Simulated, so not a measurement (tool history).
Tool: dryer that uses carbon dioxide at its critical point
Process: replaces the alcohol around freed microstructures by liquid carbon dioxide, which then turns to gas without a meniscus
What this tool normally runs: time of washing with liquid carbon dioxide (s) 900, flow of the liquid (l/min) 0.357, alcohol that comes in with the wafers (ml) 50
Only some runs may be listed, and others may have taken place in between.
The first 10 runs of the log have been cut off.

run	hour	time of washing with liquid carbon dioxide (s)	flow of the liquid (l/min)	alcohol that comes in with the wafers (ml)	hours of work since the filter was changed	hours of work since the purifier's bed was changed	alcohol left in the vessel before it's heated (ppm by volume)
11	282.3	900	0.448	63	521	1061	579
12	310.4	900	0.448	63	536	1076	589
13	351.3	900	0.448	63	558	1098	607
# hour 359.0: inlet filter changed
14	386.9	660	0.357	50	15	1117	1839
15	408.9	900	0.300	50	27	1129	1235
16	430.9	900	0.300	50	39	1141	1298
# hour 457.1: purifier's bed changed
17	473.9	900	0.300	50	61	9	1090
18	515.6	900	0.300	50	84	32	1156

For run 19, what comes out?
19	549.4	900	0.300	50	102	50	?

{"run 19": {"alcohol left in the vessel before it's heated (ppm by volume)": 1135}}
Without the tool's hidden state the same run would have given alcohol left in the vessel before it's heated (ppm by volume) 1015.

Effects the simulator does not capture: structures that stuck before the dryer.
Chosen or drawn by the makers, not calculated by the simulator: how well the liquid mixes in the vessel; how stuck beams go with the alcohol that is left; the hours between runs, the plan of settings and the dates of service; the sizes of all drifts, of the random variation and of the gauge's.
